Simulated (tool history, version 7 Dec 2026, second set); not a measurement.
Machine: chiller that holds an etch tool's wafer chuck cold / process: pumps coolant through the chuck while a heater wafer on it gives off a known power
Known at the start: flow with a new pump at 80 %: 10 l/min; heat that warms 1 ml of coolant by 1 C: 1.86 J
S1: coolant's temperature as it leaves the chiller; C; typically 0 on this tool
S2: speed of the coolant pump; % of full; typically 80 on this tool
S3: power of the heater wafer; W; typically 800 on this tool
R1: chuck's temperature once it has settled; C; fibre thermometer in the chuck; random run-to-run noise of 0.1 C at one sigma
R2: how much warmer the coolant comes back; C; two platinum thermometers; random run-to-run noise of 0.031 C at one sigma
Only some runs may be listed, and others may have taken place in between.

run	hour	S1	S2	S3	R1	R2
1	0	0	80	800	7.2	2.7
2	35	0	80	588	5.1	1.97
3	93.9	0	80	588	5.4	2.03
4	122.7	0	80	588	5.2	2
5	168.4	0	80	800	7.4	2.69
6	197.9	0	80	505	4.4	1.71
7	226.3	9	71	484	13.8	1.86
8	276.2	9	71	484	13.6	1.91
9	314.3	9	71	484	13.7	1.87
10	361.7	1	84	674	7	2.16

What if the next run were any one of these 4? Each begins from the tool's condition after run 10:
A	426.7	-7	86	800	?	?
B	426.7	-5	95	548	?	?
C	426.7	-9	78	762	?	?
D	426.7	7	94	800	?	?

run	R1	R2
A	-0.2	2.5
B	-0.8	1.58
C	-2	2.6
D	13.4	2.28
Had the tool no hidden state, the same runs would have come out as:
run	R1	R2
A	-0.6	2.37
B	-1.1	1.5
C	-2.5	2.47
D	13	2.16
